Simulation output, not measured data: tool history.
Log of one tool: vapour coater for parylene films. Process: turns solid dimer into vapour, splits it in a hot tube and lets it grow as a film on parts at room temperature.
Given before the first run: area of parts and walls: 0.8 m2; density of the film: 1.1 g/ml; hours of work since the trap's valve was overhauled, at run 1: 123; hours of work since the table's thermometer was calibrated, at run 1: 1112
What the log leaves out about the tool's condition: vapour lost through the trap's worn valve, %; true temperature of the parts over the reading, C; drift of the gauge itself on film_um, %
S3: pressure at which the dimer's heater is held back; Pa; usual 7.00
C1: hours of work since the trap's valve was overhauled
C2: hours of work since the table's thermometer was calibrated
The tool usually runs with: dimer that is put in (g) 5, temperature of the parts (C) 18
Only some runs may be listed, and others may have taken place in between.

run 1 hour=0.0 | dimer_that_is_put_in_(g)=5 temperature_of_the_parts_(C)=18 S3=7.00 | C1=123 C2=1112 | thickness_of_the_film_(nm)=3570
run 2 hour=53.1 | dimer_that_is_put_in_(g)=5 temperature_of_the_parts_(C)=18 S3=7.00 | C1=153 C2=1141 | thickness_of_the_film_(nm)=3520
run 3 hour=94.8 | dimer_that_is_put_in_(g)=5 temperature_of_the_parts_(C)=18 S3=7.00 | C1=176 C2=1165 | thickness_of_the_film_(nm)=3510
run 4 hour=120.5 | dimer_that_is_put_in_(g)=5 temperature_of_the_parts_(C)=18 S3=7.00 | C1=190 C2=1179 | thickness_of_the_film_(nm)=3460
run 5 hour=179.5 | dimer_that_is_put_in_(g)=5 temperature_of_the_parts_(C)=21 S3=7.00 | C1=223 C2=1212 | thickness_of_the_film_(nm)=3270
run 6 hour=220.9 | dimer_that_is_put_in_(g)=3 temperature_of_the_parts_(C)=18 S3=7.00 | C1=246 C2=1235 | thickness_of_the_film_(nm)=2090
run 7 hour=249.9 | dimer_that_is_put_in_(g)=3 temperature_of_the_parts_(C)=18 S3=7.00 | C1=262 C2=1251 | thickness_of_the_film_(nm)=2030
run 8 hour=298.0 | dimer_that_is_put_in_(g)=5 temperature_of_the_parts_(C)=18 S3=7.00 | C1=289 C2=1278 | thickness_of_the_film_(nm)=3360
run 9 hour=351.8 | dimer_that_is_put_in_(g)=5 temperature_of_the_parts_(C)=18 S3=7.00 | C1=319 C2=1308 | thickness_of_the_film_(nm)=3320
run 10 hour=401.8 | dimer_that_is_put_in_(g)=5 temperature_of_the_parts_(C)=18 S3=7.00 | C1=347 C2=1336 | thickness_of_the_film_(nm)=3340
run 11 hour=445.5 | dimer_that_is_put_in_(g)=5 temperature_of_the_parts_(C)=18 S3=7.00 | C1=371 C2=1360 | thickness_of_the_film_(nm)=3330
run 12 hour=480.3 | dimer_that_is_put_in_(g)=5 temperature_of_the_parts_(C)=18 S3=7.00 | C1=391 C2=1380 | thickness_of_the_film_(nm)=3310
run 13 hour=536.0 | dimer_that_is_put_in_(g)=5 temperature_of_the_parts_(C)=18 S3=7.00 | C1=422 C2=1411 | thickness_of_the_film_(nm)=3210
run 14 hour=581.5 | dimer_that_is_put_in_(g)=5 temperature_of_the_parts_(C)=18 S3=7.00 | C1=447 C2=1436 | thickness_of_the_film_(nm)=3220
run 15 hour=633.1 | dimer_that_is_put_in_(g)=5 temperature_of_the_parts_(C)=27 S3=7.00 | C1=476 C2=1465 | thickness_of_the_film_(nm)=2660
-- hour=655.2 trap's valve overhauled
run 16 hour=672.2 | dimer_that_is_put_in_(g)=5 temperature_of_the_parts_(C)=27 S3=7.00 | C1=9 C2=1484 | thickness_of_the_film_(nm)=3070
run 17 hour=727.0 | dimer_that_is_put_in_(g)=5 temperature_of_the_parts_(C)=27 S3=3.19 | C1=40 C2=1515 | thickness_of_the_film_(nm)=3340
run 18 hour=775.5 | dimer_that_is_put_in_(g)=5 temperature_of_the_parts_(C)=27 S3=3.19 | C1=67 C2=1542 | thickness_of_the_film_(nm)=3390
run 19 hour=800.5 | dimer_that_is_put_in_(g)=5 temperature_of_the_parts_(C)=27 S3=3.19 | C1=81 C2=1556 | thickness_of_the_film_(nm)=3360
run 20 hour=852.6 | dimer_that_is_put_in_(g)=5 temperature_of_the_parts_(C)=27 S3=3.19 | C1=110 C2=1585 | thickness_of_the_film_(nm)=3340
run 21 hour=903.0 | dimer_that_is_put_in_(g)=5 temperature_of_the_parts_(C)=18 S3=7.00 | C1=138 C2=1613 | thickness_of_the_film_(nm)=3500
run 22 hour=948.6 | dimer_that_is_put_in_(g)=2 temperature_of_the_parts_(C)=18 S3=7.00 | C1=164 C2=1638 | thickness_of_the_film_(nm)=1410
run 23 hour=995.1 | dimer_that_is_put_in_(g)=8 temperature_of_the_parts_(C)=18 S3=7.00 | C1=190 C2=1664 | thickness_of_the_film_(nm)=5530
run 24 hour=1034.0 | dimer_that_is_put_in_(g)=8 temperature_of_the_parts_(C)=18 S3=7.00 | C1=211 C2=1686 | thickness_of_the_film_(nm)=5520
run 25 hour=1060.1 | dimer_that_is_put_in_(g)=2 temperature_of_the_parts_(C)=18 S3=7.00 | C1=226 C2=1701 | thickness_of_the_film_(nm)=1360
run 26 hour=1098.2 | dimer_that_is_put_in_(g)=5 temperature_of_the_parts_(C)=18 S3=2.58 | C1=247 C2=1722 | thickness_of_the_film_(nm)=3920
run 27 hour=1130.1 | dimer_that_is_put_in_(g)=5 temperature_of_the_parts_(C)=16 S3=2.30 | C1=265 C2=1740 | thickness_of_the_film_(nm)=4090
run 28 hour=1157.4 | dimer_that_is_put_in_(g)=5 temperature_of_the_parts_(C)=11 S3=3.79 | C1=280 C2=1755 | thickness_of_the_film_(nm)=4280
run 29 hour=1189.0 | dimer_that_is_put_in_(g)=8 temperature_of_the_parts_(C)=20 S3=8.59 | C1=298 C2=1773 | thickness_of_the_film_(nm)=5040
run 30 hour=1245.6 | dimer_that_is_put_in_(g)=5 temperature_of_the_parts_(C)=16 S3=6.12 | C1=329 C2=1804 | thickness_of_the_film_(nm)=3470
run 31 hour=1298.1 | dimer_that_is_put_in_(g)=5 temperature_of_the_parts_(C)=16 S3=6.12 | C1=358 C2=1833 | thickness_of_the_film_(nm)=3480
run 32 hour=1337.0 | dimer_that_is_put_in_(g)=4 temperature_of_the_parts_(C)=19 S3=2.74 | C1=380 C2=1855 | thickness_of_the_film_(nm)=2940
run 33 hour=1372.1 | dimer_that_is_put_in_(g)=4 temperature_of_the_parts_(C)=19 S3=2.74 | C1=400 C2=1875 | thickness_of_the_film_(nm)=2930
run 34 hour=1410.3 | dimer_that_is_put_in_(g)=3 temperature_of_the_parts_(C)=13 S3=4.88 | C1=421 C2=1896 | thickness_of_the_film_(nm)=2270
run 35 hour=1461.0 | dimer_that_is_put_in_(g)=3 temperature_of_the_parts_(C)=10 S3=3.99 | C1=449 C2=1924 | thickness_of_the_film_(nm)=2450
-- hour=1491.4 table's thermometer calibrated
run 36 hour=1501.8 | dimer_that_is_put_in_(g)=7 temperature_of_the_parts_(C)=11 S3=3.71 | C1=471 C2=6 | thickness_of_the_film_(nm)=5740
-- hour=1533.4 trap's valve overhauled
run 37 hour=1534.4 | dimer_that_is_put_in_(g)=5 temperature_of_the_parts_(C)=23 S3=3.32 | C1=1 C2=22 | thickness_of_the_film_(nm)=3670
run 38 hour=1563.8 | dimer_that_is_put_in_(g)=5 temperature_of_the_parts_(C)=23 S3=3.32 | C1=17 C2=38 | thickness_of_the_film_(nm)=3710
run 39 hour=1603.0 | dimer_that_is_put_in_(g)=5 temperature_of_the_parts_(C)=22 S3=5.63 | C1=39 C2=60 | thickness_of_the_film_(nm)=3470
run 40 hour=1650.3 | dimer_that_is_put_in_(g)=3 temperature_of_the_parts_(C)=23 S3=3.51 | C1=65 C2=86 | thickness_of_the_film_(nm)=2140
run 41 hour=1677.7 | dimer_that_is_put_in_(g)=3 temperature_of_the_parts_(C)=23 S3=3.51 | C1=80 C2=102 | thickness_of_the_film_(nm)=2140
run 42 hour=1714.5 | dimer_that_is_put_in_(g)=3 temperature_of_the_parts_(C)=14 S3=10.60 | C1=101 C2=122 | thickness_of_the_film_(nm)=2180
run 43 hour=1758.5 | dimer_that_is_put_in_(g)=6 temperature_of_the_parts_(C)=24 S3=9.31 | C1=126 C2=147 | thickness_of_the_film_(nm)=3700
run 44 hour=1815.4 | dimer_that_is_put_in_(g)=6 temperature_of_the_parts_(C)=24 S3=9.31 | C1=157 C2=178 | thickness_of_the_film_(nm)=3670
run 45 hour=1863.4 | dimer_that_is_put_in_(g)=4 temperature_of_the_parts_(C)=29 S3=11.05 | C1=184 C2=205 | thickness_of_the_film_(nm)=2060
run 46 hour=1915.0 | dimer_that_is_put_in_(g)=4 temperature_of_the_parts_(C)=29 S3=11.05 | C1=213 C2=234 | thickness_of_the_film_(nm)=2050
run 47 hour=1972.2 | dimer_that_is_put_in_(g)=4 temperature_of_the_parts_(C)=29 S3=11.05 | C1=245 C2=266 | thickness_of_the_film_(nm)=2060
run 48 hour=2031.4 | dimer_that_is_put_in_(g)=4 temperature_of_the_parts_(C)=29 S3=11.05 | C1=278 C2=299 | thickness_of_the_film_(nm)=2080

Some steps in thickness of the film (nm) between neighbouring runs. How much of each would the tool show without its hidden state too (settings, what came in, random variation), and how much is left for the hidden state, with any gauge scatter that isn't in both results?
Run 15 -> 16: trap's valve overhauled. thickness of the film (nm) +410: hidden state +360, all else +50.
Run 22 -> 23: dimer that is put in (g) 2 -> 8. thickness of the film (nm) +4120: hidden state -300, all else +4420.
Run 24 -> 25: dimer that is put in (g) 8 -> 2. thickness of the film (nm) -4160: hidden state +320, all else -4480.
Run 35 -> 36: dimer that is put in (g) 3 -> 7, temperature of the parts (C) 10 -> 11, S3 3.99 -> 3.71, table's thermometer calibrated. thickness of the film (nm) +3290: hidden state -450, all else +3740.
Run 36 -> 37: dimer that is put in (g) 7 -> 5, temperature of the parts (C) 11 -> 23, S3 3.71 -> 3.32, trap's valve overhauled. thickness of the film (nm) -2070: hidden state +800, all else -2870.

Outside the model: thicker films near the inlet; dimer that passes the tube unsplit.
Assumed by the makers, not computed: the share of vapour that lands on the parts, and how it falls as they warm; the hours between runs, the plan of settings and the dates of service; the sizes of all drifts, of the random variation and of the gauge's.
